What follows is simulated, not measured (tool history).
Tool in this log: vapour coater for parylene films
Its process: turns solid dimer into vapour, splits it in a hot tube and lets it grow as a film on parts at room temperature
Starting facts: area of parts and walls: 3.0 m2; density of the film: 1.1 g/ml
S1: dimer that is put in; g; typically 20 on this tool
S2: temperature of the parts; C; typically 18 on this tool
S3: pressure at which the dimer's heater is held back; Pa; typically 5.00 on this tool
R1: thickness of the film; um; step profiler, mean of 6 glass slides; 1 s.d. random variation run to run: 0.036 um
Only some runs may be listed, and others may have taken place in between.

run 1 hour=0.0 | S1=20 S2=18 S3=5.00 | R1=3.59
run 2 hour=23.7 | S1=20 S2=18 S3=5.00 | R1=3.58
run 3 hour=65.4 | S1=20 S2=18 S3=5.00 | R1=3.50
run 4 hour=103.7 | S1=20 S2=25 S3=5.00 | R1=2.81
run 5 hour=121.4 | S1=31 S2=18 S3=5.00 | R1=5.45
run 6 hour=159.5 | S1=20 S2=18 S3=5.00 | R1=3.44
run 7 hour=185.9 | S1=20 S2=18 S3=5.00 | R1=3.42
run 8 hour=217.1 | S1=20 S2=18 S3=5.00 | R1=3.36
-- hour=220.7 table's thermometer calibrated
run 9 hour=254.4 | S1=20 S2=18 S3=5.00 | R1=3.37
run 10 hour=288.0 | S1=20 S2=18 S3=5.00 | R1=3.35
-- hour=305.5 table's thermometer calibrated, once more
run 11 hour=316.6 | S1=20 S2=18 S3=5.00 | R1=3.33
run 12 hour=343.7 | S1=20 S2=18 S3=5.00 | R1=3.30
run 13 hour=366.8 | S1=20 S2=18 S3=5.00 | R1=3.27
run 14 hour=401.9 | S1=20 S2=20 S3=5.00 | R1=3.04
-- hour=413.2 trap's valve overhauled
run 15 hour=440.8 | S1=13 S2=20 S3=5.00 | R1=2.18
run 16 hour=463.9 | S1=13 S2=20 S3=5.00 | R1=2.27
run 17 hour=498.4 | S1=13 S2=20 S3=5.00 | R1=2.26
run 18 hour=520.6 | S1=13 S2=20 S3=5.00 | R1=2.23
run 19 hour=548.3 | S1=13 S2=20 S3=5.00 | R1=2.16
run 20 hour=572.4 | S1=13 S2=20 S3=5.00 | R1=2.22
run 21 hour=604.5 | S1=15 S2=14 S3=8.52 | R1=2.87
run 22 hour=645.9 | S1=11 S2=17 S3=8.52 | R1=1.94
run 23 hour=688.0 | S1=11 S2=17 S3=8.52 | R1=1.89
run 24 hour=711.2 | S1=11 S2=17 S3=8.52 | R1=1.90
run 25 hour=733.8 | S1=11 S2=26 S3=8.52 | R1=1.43
run 26 hour=772.1 | S1=24 S2=23 S3=8.52 | R1=3.43
run 27 hour=805.6 | S1=20 S2=21 S3=5.00 | R1=3.11
run 28 hour=831.5 | S1=20 S2=21 S3=5.00 | R1=3.07

Branching from run 28: 5 alternative next runs. What would each branch give?
run A hour=852.9 | S1=17 S2=14 S3=4.52 | R1=?
run B hour=852.9 | S1=9 S2=16 S3=6.75 | R1=?
run C hour=852.9 | S1=20 S2=11 S3=2.10 | R1=?
run D hour=852.9 | S1=28 S2=14 S3=3.37 | R1=?
run E hour=852.9 | S1=20 S2=12 S3=5.00 | R1=?

run=A R1=3.21
run=B R1=1.56
run=C R1=4.32
run=D R1=5.36
run=E R1=3.97
With no hidden state in the tool, these same runs would have given:
run=A R1=3.63
run=B R1=1.76
run=C R1=4.88
run=D R1=6.07
run=E R1=4.49
